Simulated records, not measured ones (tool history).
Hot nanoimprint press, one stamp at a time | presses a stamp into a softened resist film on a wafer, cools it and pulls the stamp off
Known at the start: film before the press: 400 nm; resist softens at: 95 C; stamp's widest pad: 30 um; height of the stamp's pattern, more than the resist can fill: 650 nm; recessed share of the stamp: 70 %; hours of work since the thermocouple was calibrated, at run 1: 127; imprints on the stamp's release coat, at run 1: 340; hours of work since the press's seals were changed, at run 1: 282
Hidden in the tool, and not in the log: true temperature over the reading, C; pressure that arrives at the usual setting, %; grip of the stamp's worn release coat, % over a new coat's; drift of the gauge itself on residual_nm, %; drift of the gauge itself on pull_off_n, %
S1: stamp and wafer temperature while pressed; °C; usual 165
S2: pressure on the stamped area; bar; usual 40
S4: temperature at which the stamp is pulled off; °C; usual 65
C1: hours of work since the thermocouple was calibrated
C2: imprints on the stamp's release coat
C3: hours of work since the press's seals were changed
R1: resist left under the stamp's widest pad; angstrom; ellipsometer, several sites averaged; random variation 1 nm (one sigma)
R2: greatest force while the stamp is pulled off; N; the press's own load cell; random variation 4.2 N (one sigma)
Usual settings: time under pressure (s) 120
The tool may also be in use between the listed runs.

{"run": 1, "day": 0.0, "S1": 165, "S2": 40, "time under pressure (s)": 120, "S4": 65, "C1": 127, "C2": 340, "C3": 282, "R1": 1468, "R2": 216}
{"run": 2, "day": 3.45, "S1": 165, "S2": 40, "time under pressure (s)": 120, "S4": 65, "C1": 192, "C2": 747, "C3": 346, "R1": 1462, "R2": 225}
{"run": 3, "day": 5.308, "S1": 165, "S2": 40, "time under pressure (s)": 120, "S4": 65, "C1": 226, "C2": 966, "C3": 381, "R1": 1467, "R2": 237}
{"run": 4, "day": 9.267, "S1": 165, "S2": 40, "time under pressure (s)": 120, "S4": 65, "C1": 300, "C2": 1433, "C3": 454, "R1": 1447, "R2": 248}
{"day": 12.312, "done": "press's hydraulic seals changed and the load cell set to zero"}
{"run": 5, "day": 13.017, "S1": 165, "S2": 40, "time under pressure (s)": 120, "S4": 65, "C1": 364, "C2": 1836, "C3": 13, "R1": 1415, "R2": 258}
{"day": 14.496, "done": "plate thermocouple calibrated"}
{"day": 16.146, "done": "stamp cleaned and given a new release coat"}
{"run": 6, "day": 16.971, "S1": 165, "S2": 40, "time under pressure (s)": 120, "S4": 65, "C1": 41, "C2": 97, "C3": 80, "R1": 1495, "R2": 204}
{"run": 7, "day": 20.712, "S1": 165, "S2": 40, "time under pressure (s)": 120, "S4": 65, "C1": 111, "C2": 539, "C3": 149, "R1": 1486, "R2": 218}
{"run": 8, "day": 23.454, "S1": 165, "S2": 40, "time under pressure (s)": 120, "S4": 65, "C1": 162, "C2": 862, "C3": 200, "R1": 1483, "R2": 236}
{"run": 9, "day": 27.675, "S1": 165, "S2": 40, "time under pressure (s)": 120, "S4": 65, "C1": 241, "C2": 1360, "C3": 279, "R1": 1464, "R2": 249}
{"run": 10, "day": 30.729, "S1": 165, "S2": 40, "time under pressure (s)": 120, "S4": 65, "C1": 297, "C2": 1720, "C3": 336, "R1": 1464, "R2": 258}
{"run": 11, "day": 33.45, "S1": 165, "S2": 24.2, "time under pressure (s)": 120, "S4": 65, "C1": 348, "C2": 2041, "C3": 386, "R1": 1812, "R2": 266}
{"day": 34.846, "done": "stamp cleaned and given a new release coat"}
{"day": 35.983, "done": "plate thermocouple calibrated"}
{"run": 12, "day": 36.658, "S1": 165, "S2": 40, "time under pressure (s)": 120, "S4": 65, "C1": 13, "C2": 199, "C3": 439, "R1": 1491, "R2": 213}
{"run": 13, "day": 38.775, "S1": 165, "S2": 40, "time under pressure (s)": 120, "S4": 65, "C1": 52, "C2": 449, "C3": 479, "R1": 1485, "R2": 219}
{"day": 40.746, "done": "press's hydraulic seals changed and the load cell set to zero"}
{"run": 14, "day": 40.829, "S1": 165, "S2": 40, "time under pressure (s)": 120, "S4": 65, "C1": 84, "C2": 652, "C3": 2, "R1": 1464, "R2": 219}
{"run": 15, "day": 44.908, "S1": 165, "S2": 40, "time under pressure (s)": 120, "S4": 65, "C1": 160, "C2": 1133, "C3": 77, "R1": 1439, "R2": 243}
{"run": 16, "day": 48.438, "S1": 165, "S2": 40, "time under pressure (s)": 120, "S4": 65, "C1": 226, "C2": 1549, "C3": 143, "R1": 1433, "R2": 243}
{"run": 17, "day": 52.325, "S1": 166, "S2": 60.7, "time under pressure (s)": 69, "S4": 65, "C1": 298, "C2": 2008, "C3": 216, "R1": 1359, "R2": 262}
{"day": 54.004, "done": "stamp cleaned and given a new release coat"}
{"run": 18, "day": 54.858, "S1": 175, "S2": 40, "time under pressure (s)": 179, "S4": 50, "C1": 340, "C2": 101, "C3": 258, "R1": 725, "R2": 288}
{"run": 19, "day": 56.992, "S1": 165, "S2": 51.6, "time under pressure (s)": 120, "S4": 65, "C1": 380, "C2": 352, "C3": 298, "R1": 1224, "R2": 204}
{"day": 57.675, "done": "plate thermocouple calibrated"}
{"run": 20, "day": 59.358, "S1": 165, "S2": 40, "time under pressure (s)": 120, "S4": 70, "C1": 31, "C2": 617, "C3": 339, "R1": 1527, "R2": 197}
{"run": 21, "day": 62.042, "S1": 166, "S2": 25.3, "time under pressure (s)": 120, "S4": 65, "C1": 81, "C2": 934, "C3": 389, "R1": 1767, "R2": 236}
{"run": 22, "day": 65.854, "S1": 165, "S2": 40, "time under pressure (s)": 166, "S4": 67, "C1": 152, "C2": 1383, "C3": 460, "R1": 1350, "R2": 232}
{"run": 23, "day": 68.133, "S1": 173, "S2": 31.9, "time under pressure (s)": 118, "S4": 50, "C1": 195, "C2": 1652, "C3": 503, "R1": 1143, "R2": 374}
{"day": 68.833, "done": "press's hydraulic seals changed and the load cell set to zero"}
{"run": 24, "day": 71.058, "S1": 173, "S2": 31.9, "time under pressure (s)": 169, "S4": 50, "C1": 243, "C2": 1958, "C3": 41, "R1": 967, "R2": 389}
{"day": 73.079, "done": "stamp cleaned and given a new release coat"}
{"run": 25, "day": 73.562, "S1": 165, "S2": 29, "time under pressure (s)": 120, "S4": 57, "C1": 285, "C2": 57, "C3": 83, "R1": 1688, "R2": 245}
{"run": 26, "day": 75.858, "S1": 156, "S2": 39.8, "time under pressure (s)": 162, "S4": 51, "C1": 328, "C2": 329, "C3": 126, "R1": 2024, "R2": 298}
{"run": 27, "day": 78.829, "S1": 156, "S2": 39.8, "time under pressure (s)": 188, "S4": 51, "C1": 383, "C2": 679, "C3": 181, "R1": 1895, "R2": 312}
{"day": 79.204, "done": "plate thermocouple calibrated"}
{"run": 28, "day": 82.062, "S1": 156, "S2": 39.8, "time under pressure (s)": 188, "S4": 51, "C1": 53, "C2": 1045, "C3": 239, "R1": 1988, "R2": 334}
{"run": 29, "day": 83.871, "S1": 156, "S2": 46, "time under pressure (s)": 188, "S4": 51, "C1": 87, "C2": 1259, "C3": 273, "R1": 1854, "R2": 356}

Hidden state at the last listed run before each entry between runs and at the first one after, where it differs:
Between runs 4 and 5: press's hydraulic seals changed and the load cell set to zero (day 12.312)
  true temperature over the reading, C: 1.1 -> 1.33; pressure that arrives at the usual setting, %: 98.21 -> 99.91; grip of the stamp's worn release coat, % over a new coat's: 25.8 -> 33.5
  measured less the result without the state, R1: -68 -> -98 angstrom; R2: +44 -> +57 N
Between runs 5 and 6: plate thermocouple calibrated (day 14.496); stamp cleaned and given a new release coat (day 16.146)
  true temperature over the reading, C: 1.33 -> 0.05; pressure that arrives at the usual setting, %: 99.91 -> 99.63; grip of the stamp's worn release coat, % over a new coat's: 33.5 -> 1.7
  measured less the result without the state, R1: -98 -> -1 angstrom; R2: +57 -> +3 N
Between runs 11 and 12: stamp cleaned and given a new release coat (day 34.846); plate thermocouple calibrated (day 35.983)
  true temperature over the reading, C: 1.14 -> 0.38; pressure that arrives at the usual setting, %: 98.35 -> 98.14; grip of the stamp's worn release coat, % over a new coat's: 37.4 -> 3.5
  measured less the result without the state, R1: -88 -> -15 angstrom; R2: +65 -> +5 N
Between runs 13 and 14: press's hydraulic seals changed and the load cell set to zero (day 40.746)
  true temperature over the reading, C: 0.53 -> 0.65; pressure that arrives at the usual setting, %: 97.94 -> 100.12; grip of the stamp's worn release coat, % over a new coat's: 7.9 -> 11.5
  measured less the result without the state, R1: -23 -> -49 angstrom; R2: +13 -> +19 N
Between runs 17 and 18: stamp cleaned and given a new release coat (day 54.004)
  true temperature over the reading, C: 1.42 -> 1.58; pressure that arrives at the usual setting, %: 99.23 -> 99.05; grip of the stamp's worn release coat, % over a new coat's: 36.8 -> 1.8
  measured less the result without the state, R1: -90 -> -53 angstrom; R2: +62 -> -4 N
Between runs 19 and 20: plate thermocouple calibrated (day 57.675)
  true temperature over the reading, C: 1.74 -> -0.02; pressure that arrives at the usual setting, %: 98.88 -> 98.7; grip of the stamp's worn release coat, % over a new coat's: 6.2 -> 10.9
  measured less the result without the state, R1: -105 -> +11 angstrom; R2: +2 -> +19 N
Between runs 23 and 24: press's hydraulic seals changed and the load cell set to zero (day 68.833)
  true temperature over the reading, C: 0.54 -> 0.7; pressure that arrives at the usual setting, %: 98.07 -> 100.02; grip of the stamp's worn release coat, % over a new coat's: 30 -> 35.8
  measured less the result without the state, R1: -20 -> -33 angstrom; R2: +83 -> +98 N
Between runs 24 and 25: stamp cleaned and given a new release coat (day 73.079)
  true temperature over the reading, C: 0.7 -> 0.85; pressure that arrives at the usual setting, %: 100.02 -> 99.82; grip of the stamp's worn release coat, % over a new coat's: 35.8 -> 1
  measured less the result without the state, R1: -33 -> -69 angstrom; R2: +98 -> -3 N
Between runs 27 and 28: plate thermocouple calibrated (day 79.204)
  true temperature over the reading, C: 1.19 -> 0.26; pressure that arrives at the usual setting, %: 99.43 -> 99.18; grip of the stamp's worn release coat, % over a new coat's: 12 -> 18.6
  measured less the result without the state, R1: -113 -> -19 angstrom; R2: +27 -> +51 N
